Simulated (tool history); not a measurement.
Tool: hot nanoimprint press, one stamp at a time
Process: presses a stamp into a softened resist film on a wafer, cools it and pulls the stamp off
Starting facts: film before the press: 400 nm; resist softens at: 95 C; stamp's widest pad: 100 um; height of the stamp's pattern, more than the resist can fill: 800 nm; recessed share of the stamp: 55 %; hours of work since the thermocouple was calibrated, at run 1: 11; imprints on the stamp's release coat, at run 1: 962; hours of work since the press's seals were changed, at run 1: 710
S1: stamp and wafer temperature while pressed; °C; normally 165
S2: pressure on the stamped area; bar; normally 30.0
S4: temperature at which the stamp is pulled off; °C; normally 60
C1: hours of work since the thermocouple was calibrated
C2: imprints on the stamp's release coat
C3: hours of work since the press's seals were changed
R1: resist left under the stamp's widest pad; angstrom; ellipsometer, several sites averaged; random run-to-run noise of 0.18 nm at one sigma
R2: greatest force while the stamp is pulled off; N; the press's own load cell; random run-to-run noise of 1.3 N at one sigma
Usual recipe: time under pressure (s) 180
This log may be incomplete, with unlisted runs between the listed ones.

Run 1, day 0.000: usual settings; C1 11; C2 962; C3 710. Result: R1 1508 angstrom, R2 199 N.
Run 2, day 1.483: usual settings; C1 28; C2 1026; C3 727. Result: R1 1507 angstrom, R2 198 N.
Run 3, day 2.979: usual settings; C1 45; C2 1091; C3 745. Result: R1 1509 angstrom, R2 196 N.
Run 4, day 4.096: usual settings but S4 45 °C; C1 58; C2 1140; C3 757. Result: R1 1510 angstrom, R2 261 N.
Run 5, day 5.267: usual settings but S4 62 °C; C1 71; C2 1190; C3 771. Result: R1 1506 angstrom, R2 190 N.
Run 6, day 6.433: usual settings but S4 62 °C; C1 85; C2 1241; C3 784. Result: R1 1507 angstrom, R2 191 N.
Run 7, day 7.538: usual settings but S4 53 °C; C1 97; C2 1289; C3 797. Result: R1 1506 angstrom, R2 228 N.
Run 8, day 8.771: usual settings; C1 112; C2 1343; C3 811. Result: R1 1507 angstrom, R2 198 N.
Run 9, day 10.217: usual settings; C1 128; C2 1405; C3 828. Result: R1 1502 angstrom, R2 197 N.
Run 10, day 11.692: usual settings; C1 145; C2 1469; C3 845. Result: R1 1505 angstrom, R2 199 N.
Run 11, day 12.338: usual settings but time under pressure (s) 130; C1 153; C2 1497; C3 852. Result: R1 1696 angstrom, R2 197 N.
Run 12, day 13.846: usual settings; C1 170; C2 1562; C3 870. Result: R1 1501 angstrom, R2 197 N.
At day 14.346: stamp cleaned and given a new release coat.
Run 13, day 15.038: usual settings; C1 181; C2 30; C3 880. Result: R1 1499 angstrom, R2 200 N.
Run 14, day 16.238: usual settings but time under pressure (s) 336; C1 195; C2 82; C3 894. Result: R1 1173 angstrom, R2 198 N.
Run 15, day 16.967: usual settings but S1 162 °C; C1 203; C2 114; C3 903. Result: R1 1709 angstrom, R2 198 N.
Run 16, day 18.125: usual settings but S2 20.4 bar, time under pressure (s) 97, S4 51 °C; C1 216; C2 164; C3 916. Result: R1 2236 angstrom, R2 239 N.
Run 17, day 18.979: usual settings but S2 20.4 bar, time under pressure (s) 97, S4 51 °C; C1 226; C2 201; C3 926. Result: R1 2233 angstrom, R2 238 N.

The next listed run, before its measurement:
Run 18, day 20.262: usual settings but S2 36.4 bar, time under pressure (s) 226; C1 241; C2 257; C3 940. Result: R1 ?, R2 ?.

Run 18 measured R1 1234 angstrom, R2 198 N.
With the hidden condition absent and the run-to-run variation left alone, this run would have shown R1 1245 angstrom, R2 197 N.
